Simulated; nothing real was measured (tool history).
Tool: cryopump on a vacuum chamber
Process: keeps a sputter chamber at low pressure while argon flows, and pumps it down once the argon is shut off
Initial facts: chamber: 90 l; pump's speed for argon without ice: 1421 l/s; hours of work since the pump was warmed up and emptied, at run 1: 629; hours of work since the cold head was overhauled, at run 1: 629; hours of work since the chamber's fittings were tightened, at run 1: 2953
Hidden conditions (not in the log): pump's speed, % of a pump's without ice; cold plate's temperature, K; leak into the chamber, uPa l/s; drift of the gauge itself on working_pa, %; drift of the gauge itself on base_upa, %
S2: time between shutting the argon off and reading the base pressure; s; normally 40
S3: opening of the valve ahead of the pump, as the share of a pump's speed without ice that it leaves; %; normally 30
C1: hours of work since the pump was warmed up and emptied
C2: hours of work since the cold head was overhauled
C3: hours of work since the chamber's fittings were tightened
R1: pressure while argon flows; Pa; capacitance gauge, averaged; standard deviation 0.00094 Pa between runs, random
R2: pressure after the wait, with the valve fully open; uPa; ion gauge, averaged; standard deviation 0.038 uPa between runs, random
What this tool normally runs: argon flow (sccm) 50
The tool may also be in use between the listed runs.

{"run": 1, "hour": 0.0, "argon flow (sccm)": 50, "S2": 40, "S3": 30, "C1": 629, "C2": 629, "C3": 2953, "R1": 0.2104, "R2": 4.41}
{"run": 2, "hour": 29.4, "argon flow (sccm)": 68, "S2": 40, "S3": 30, "C1": 655, "C2": 655, "C3": 2979, "R1": 0.2837, "R2": 4.42}
{"run": 3, "hour": 44.6, "argon flow (sccm)": 50, "S2": 40, "S3": 30, "C1": 669, "C2": 669, "C3": 2993, "R1": 0.209, "R2": 4.31}
{"run": 4, "hour": 65.9, "argon flow (sccm)": 50, "S2": 40, "S3": 30, "C1": 688, "C2": 688, "C3": 3011, "R1": 0.2084, "R2": 4.35}
{"run": 5, "hour": 79.8, "argon flow (sccm)": 50, "S2": 40, "S3": 30, "C1": 700, "C2": 700, "C3": 3024, "R1": 0.2102, "R2": 4.46}
{"run": 6, "hour": 98.4, "argon flow (sccm)": 50, "S2": 40, "S3": 30, "C1": 717, "C2": 717, "C3": 3041, "R1": 0.2087, "R2": 4.47}
{"run": 7, "hour": 117.9, "argon flow (sccm)": 50, "S2": 40, "S3": 30, "C1": 734, "C2": 734, "C3": 3058, "R1": 0.2095, "R2": 4.46}
{"run": 8, "hour": 131.1, "argon flow (sccm)": 50, "S2": 40, "S3": 30, "C1": 746, "C2": 746, "C3": 3070, "R1": 0.2109, "R2": 4.57}
{"run": 9, "hour": 160.7, "argon flow (sccm)": 50, "S2": 40, "S3": 30, "C1": 772, "C2": 772, "C3": 3096, "R1": 0.2104, "R2": 4.46}
{"run": 10, "hour": 180.4, "argon flow (sccm)": 50, "S2": 40, "S3": 30, "C1": 790, "C2": 790, "C3": 3114, "R1": 0.2104, "R2": 4.57}
{"run": 11, "hour": 193.5, "argon flow (sccm)": 50, "S2": 40, "S3": 30, "C1": 801, "C2": 801, "C3": 3125, "R1": 0.2109, "R2": 4.61}
{"run": 12, "hour": 210.2, "argon flow (sccm)": 50, "S2": 40, "S3": 30, "C1": 816, "C2": 816, "C3": 3140, "R1": 0.2115, "R2": 4.6}
{"run": 13, "hour": 224.1, "argon flow (sccm)": 50, "S2": 40, "S3": 30, "C1": 829, "C2": 829, "C3": 3153, "R1": 0.2123, "R2": 4.6}
{"run": 14, "hour": 239.6, "argon flow (sccm)": 50, "S2": 51, "S3": 21, "C1": 843, "C2": 843, "C3": 3167, "R1": 0.2973, "R2": 4.33}
{"run": 15, "hour": 260.5, "argon flow (sccm)": 50, "S2": 51, "S3": 21, "C1": 861, "C2": 861, "C3": 3185, "R1": 0.2974, "R2": 4.27}
{"run": 16, "hour": 274.2, "argon flow (sccm)": 50, "S2": 51, "S3": 21, "C1": 874, "C2": 874, "C3": 3197, "R1": 0.2971, "R2": 4.2}
{"run": 17, "hour": 300.5, "argon flow (sccm)": 80, "S2": 147, "S3": 54, "C1": 897, "C2": 897, "C3": 3221, "R1": 0.1996, "R2": 3.36}
{"run": 18, "hour": 327.0, "argon flow (sccm)": 80, "S2": 29, "S3": 50, "C1": 921, "C2": 921, "C3": 3245, "R1": 0.215, "R2": 5.45}
{"run": 19, "hour": 354.4, "argon flow (sccm)": 70, "S2": 45, "S3": 17, "C1": 945, "C2": 945, "C3": 3269, "R1": 0.5159, "R2": 4.56}
{"run": 20, "hour": 377.0, "argon flow (sccm)": 70, "S2": 45, "S3": 52, "C1": 965, "C2": 965, "C3": 3289, "R1": 0.1829, "R2": 4.53}
{"run": 21, "hour": 398.9, "argon flow (sccm)": 31, "S2": 187, "S3": 21, "C1": 985, "C2": 985, "C3": 3309, "R1": 0.1863, "R2": 3.38}
{"run": 22, "hour": 420.1, "argon flow (sccm)": 48, "S2": 40, "S3": 34, "C1": 1004, "C2": 1004, "C3": 3328, "R1": 0.1847, "R2": 4.91}
{"run": 23, "hour": 445.6, "argon flow (sccm)": 48, "S2": 40, "S3": 34, "C1": 1027, "C2": 1027, "C3": 3350, "R1": 0.1848, "R2": 4.76}
{"run": 24, "hour": 470.4, "argon flow (sccm)": 28, "S2": 46, "S3": 16, "C1": 1049, "C2": 1049, "C3": 3373, "R1": 0.2181, "R2": 4.72}
{"run": 25, "hour": 485.1, "argon flow (sccm)": 28, "S2": 224, "S3": 40, "C1": 1062, "C2": 1062, "C3": 3386, "R1": 0.0941, "R2": 3.45}

Each run again, without the hidden state but with its own random variation kept:
run=1 R1=0.2003 R2=2.16
run=2 R1=0.2694 R2=2.18
run=3 R1=0.1982 R2=2.1
run=4 R1=0.1973 R2=2.09
run=5 R1=0.1988 R2=2.16
run=6 R1=0.1971 R2=2.14
run=7 R1=0.1975 R2=2.14
run=8 R1=0.1987 R2=2.17
run=9 R1=0.1977 R2=2.09
run=10 R1=0.1973 R2=2.14
run=11 R1=0.1976 R2=2.16
run=12 R1=0.198 R2=2.12
run=13 R1=0.1985 R2=2.12
run=14 R1=0.2832 R2=1.79
run=15 R1=0.283 R2=1.72
run=16 R1=0.2824 R2=1.69
run=17 R1=0.1754 R2=0.75
run=18 R1=0.19 R2=2.84
run=19 R1=0.4929 R2=1.91
run=20 R1=0.1597 R2=1.86
run=21 R1=0.1757 R2=0.64
run=22 R1=0.168 R2=2.15
run=23 R1=0.1675 R2=2.05
run=24 R1=0.2078 R2=1.88
run=25 R1=0.0836 R2=0.56

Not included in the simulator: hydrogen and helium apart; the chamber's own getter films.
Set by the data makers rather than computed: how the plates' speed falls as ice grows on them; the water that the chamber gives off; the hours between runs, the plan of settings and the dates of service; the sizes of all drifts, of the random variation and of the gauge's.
